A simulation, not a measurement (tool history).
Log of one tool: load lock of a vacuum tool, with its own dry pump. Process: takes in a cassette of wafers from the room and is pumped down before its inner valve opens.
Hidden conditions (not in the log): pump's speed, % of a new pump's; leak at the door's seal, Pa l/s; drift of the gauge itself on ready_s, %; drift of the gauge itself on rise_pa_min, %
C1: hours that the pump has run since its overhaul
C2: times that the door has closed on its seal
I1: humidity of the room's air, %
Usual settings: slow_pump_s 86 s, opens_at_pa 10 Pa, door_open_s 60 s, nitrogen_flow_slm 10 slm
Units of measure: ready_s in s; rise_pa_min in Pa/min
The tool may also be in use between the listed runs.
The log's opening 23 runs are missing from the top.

{"run": 24, "day": 126.162, "slow_pump_s": 86, "opens_at_pa": 10, "door_open_s": 60, "nitrogen_flow_slm": 7, "C1": 7685, "C2": 8818, "I1": 44.8, "ready_s": 181.8, "rise_pa_min": 0.056}
{"run": 25, "day": 134.0, "slow_pump_s": 95, "opens_at_pa": 20, "door_open_s": 151, "nitrogen_flow_slm": 6, "C1": 7873, "C2": 9202, "I1": 47.9, "ready_s": 181.2, "rise_pa_min": 0.076}
{"run": 26, "day": 139.05, "slow_pump_s": 61, "opens_at_pa": 8, "door_open_s": 64, "nitrogen_flow_slm": 6, "C1": 7994, "C2": 9450, "I1": 47.6, "ready_s": 165.2, "rise_pa_min": 0.076}
{"run": 27, "day": 144.233, "slow_pump_s": 81, "opens_at_pa": 8, "door_open_s": 58, "nitrogen_flow_slm": 6, "C1": 8119, "C2": 9704, "I1": 43.6, "ready_s": 180.5, "rise_pa_min": 0.071}
{"run": 28, "day": 148.808, "slow_pump_s": 81, "opens_at_pa": 8, "door_open_s": 58, "nitrogen_flow_slm": 6, "C1": 8229, "C2": 9928, "I1": 43.7, "ready_s": 180.8, "rise_pa_min": 0.066}
{"run": 29, "day": 153.692, "slow_pump_s": 86, "opens_at_pa": 9, "door_open_s": 197, "nitrogen_flow_slm": 19, "C1": 8346, "C2": 10168, "I1": 47.3, "ready_s": 182.8, "rise_pa_min": 0.075}
{"run": 30, "day": 158.792, "slow_pump_s": 64, "opens_at_pa": 10, "door_open_s": 68, "nitrogen_flow_slm": 11, "C1": 8468, "C2": 10418, "I1": 47.1, "ready_s": 164.9, "rise_pa_min": 0.066}
{"run": 31, "day": 162.533, "slow_pump_s": 64, "opens_at_pa": 10, "door_open_s": 44, "nitrogen_flow_slm": 11, "C1": 8558, "C2": 10601, "I1": 46.1, "ready_s": 163.1, "rise_pa_min": 0.069}
{"run": 32, "day": 166.708, "slow_pump_s": 54, "opens_at_pa": 8, "door_open_s": 156, "nitrogen_flow_slm": 6, "C1": 8658, "C2": 10806, "I1": 44.9, "ready_s": 158.2, "rise_pa_min": 0.086}
{"run": 33, "day": 173.979, "slow_pump_s": 54, "opens_at_pa": 8, "door_open_s": 156, "nitrogen_flow_slm": 6, "C1": 8833, "C2": 11162, "I1": 45.2, "ready_s": 160.2, "rise_pa_min": 0.094}
{"run": 34, "day": 180.221, "slow_pump_s": 86, "opens_at_pa": 17, "door_open_s": 110, "nitrogen_flow_slm": 10, "C1": 8983, "C2": 11469, "I1": 44.4, "ready_s": 175.2, "rise_pa_min": 0.08}
{"run": 35, "day": 185.188, "slow_pump_s": 82, "opens_at_pa": 17, "door_open_s": 152, "nitrogen_flow_slm": 10, "C1": 9102, "C2": 11712, "I1": 44.6, "ready_s": 171.6, "rise_pa_min": 0.093}
{"run": 36, "day": 189.562, "slow_pump_s": 86, "opens_at_pa": 8, "door_open_s": 60, "nitrogen_flow_slm": 9, "C1": 9207, "C2": 11927, "I1": 51.1, "ready_s": 186.8, "rise_pa_min": 0.082}
{"run": 37, "day": 196.604, "slow_pump_s": 162, "opens_at_pa": 8, "door_open_s": 60, "nitrogen_flow_slm": 35, "C1": 9376, "C2": 12272, "I1": 42.6, "ready_s": 249.7, "rise_pa_min": 0.073}

Branching from run 37: 3 alternative next runs. What would each branch give?
{"run": "A", "day": 204.096, "slow_pump_s": 63, "opens_at_pa": 10, "door_open_s": 28, "nitrogen_flow_slm": 10, "C1": 9555, "C2": 12639, "I1": 44, "ready_s": "?", "rise_pa_min": "?"}
{"run": "B", "day": 204.096, "slow_pump_s": 86, "opens_at_pa": 10, "door_open_s": 48, "nitrogen_flow_slm": 4, "C1": 9555, "C2": 12639, "I1": 46.3, "ready_s": "?", "rise_pa_min": "?"}
{"run": "C", "day": 204.096, "slow_pump_s": 79, "opens_at_pa": 8, "door_open_s": 60, "nitrogen_flow_slm": 35, "C1": 9555, "C2": 12639, "I1": 45.9, "ready_s": "?", "rise_pa_min": "?"}

run=A ready_s=163.9 rise_pa_min=0.075
run=B ready_s=183.4 rise_pa_min=0.083
run=C ready_s=180.8 rise_pa_min=0.077
The same runs, with their run-to-run variation unchanged, on a tool lacking any hidden condition would have given:
run=A ready_s=154.6 rise_pa_min=0.012
run=B ready_s=174.5 rise_pa_min=0.02
run=C ready_s=171.2 rise_pa_min=0.012
